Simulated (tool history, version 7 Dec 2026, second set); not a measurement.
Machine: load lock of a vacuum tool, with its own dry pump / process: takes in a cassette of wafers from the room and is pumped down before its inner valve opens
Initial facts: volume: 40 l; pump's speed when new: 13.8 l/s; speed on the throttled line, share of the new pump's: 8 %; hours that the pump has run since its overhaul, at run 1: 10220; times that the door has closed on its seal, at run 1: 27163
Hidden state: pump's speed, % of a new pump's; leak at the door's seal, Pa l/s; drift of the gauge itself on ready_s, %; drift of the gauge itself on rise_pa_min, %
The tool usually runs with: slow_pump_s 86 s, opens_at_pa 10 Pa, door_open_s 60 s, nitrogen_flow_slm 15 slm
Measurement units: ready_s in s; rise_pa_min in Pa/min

run	hour	slow_pump_s	opens_at_pa	door_open_s	nitrogen_flow_slm	hours that the pump has run since its overhaul	times that the door has closed on its seal	incoming humidity of the room's air, %	ready_s	rise_pa_min
1	0	86	10	60	15	10220	27163	46.9	109.7	0.141
2	186.5	86	10	60	15	10407	27752	44.6	109.1	0.143
3	333.4	86	10	60	15	10553	28216	45.6	110.4	0.143
4	529	86	10	60	15	10749	28833	43.6	109.9	0.144
5	768.7	86	10	60	15	10989	29590	43.8	110.6	0.146
6	1008.6	86	10	60	15	11229	30347	44.6	109.8	0.155
7	1144.1	86	10	60	15	11364	30775	48.4	110.3	0.157
8	1346.3	86	10	60	15	11566	31413	44.7	110.9	0.158
9	1522.6	86	10	60	15	11743	31970	43.1	111.2	0.156
10	1699.2	86	10	60	15	11919	32527	46.7	110.9	0.164
11	1850	86	10	60	15	12070	33003	42.8	111.1	0.163
12	2038.8	86	10	60	15	12259	33599	44.5	111.3	0.166
13	2220.3	86	10	97	15	12440	34172	43.4	111.4	0.19
# hour 2303.4: dry pump taken out, an overhauled one fitted
14	2406.3	86	10	101	15	103	34740	43	106	0.187
15	2612.1	86	10	38	15	309	35390	47.3	106.2	0.173
16	2786.3	86	10	60	15	483	35940	44.4	105.7	0.184
17	2895.6	86	10	60	15	592	36285	46.1	106.2	0.185
18	3052	86	10	60	15	749	36779	46.8	106.5	0.191
19	3258.8	86	8	60	15	955	37431	43.3	106.9	0.193
20	3471.9	74	11	29	13	1169	38104	44.1	94.8	0.175
21	3695.9	78	14	72	6	1393	38811	45.9	97.7	0.213
22	3883	78	14	29	8	1580	39402	43.8	98.1	0.185
23	4078.4	86	9	225	15	1775	40018	42.8	106.5	0.257
24	4236.9	86	7	78	15	1934	40519	44	107.1	0.217
25	4400.7	86	7	78	15	2097	41036	46.4	107.8	0.222
26	4629.2	86	19	60	15	2326	41757	47.8	105.2	0.216
27	4839	86	19	60	15	2536	42419	43.4	104.7	0.222
28	4956	121	16	229	6	2653	42789	45.6	138	0.318
29	5080.7	54	18	27	10	2777	43182	49.5	75.7	0.221
30	5293.2	123	14	60	15	2990	43853	46	139.1	0.227
31	5406.3	123	14	60	15	3103	44210	45.4	140.4	0.235
32	5548.4	123	14	60	15	3245	44659	42.3	139.8	0.237
33	5768.1	57	10	60	4	3465	45352	46.3	80.4	0.261
34	5935.6	57	10	69	13	3632	45881	44.6	80.4	0.252
35	6099.8	67	10	212	13	3796	46400	45	89.6	0.315
36	6289.9	67	10	212	13	3987	47000	46.1	89.5	0.311
37	6413.8	86	11	42	15	4110	47390	46.4	107.2	0.248

Branching from run 37: 4 alternative next runs. What would each branch give?
A	6588.1	86	8	64	24	4285	47941	47.1	?	?
B	6588.1	46	8	96	15	4285	47941	44.9	?	?
C	6588.1	73	9	42	15	4285	47941	42.7	?	?
D	6588.1	155	11	68	8	4285	47941	42	?	?

run	ready_s	rise_pa_min
A	108	0.254
B	72	0.274
C	95.9	0.244
D	170.6	0.275
Without the tool's hidden state the same runs would have given:
run	ready_s	rise_pa_min
A	106.5	0.042
B	70.3	0.064
C	94.3	0.034
D	169.5	0.064
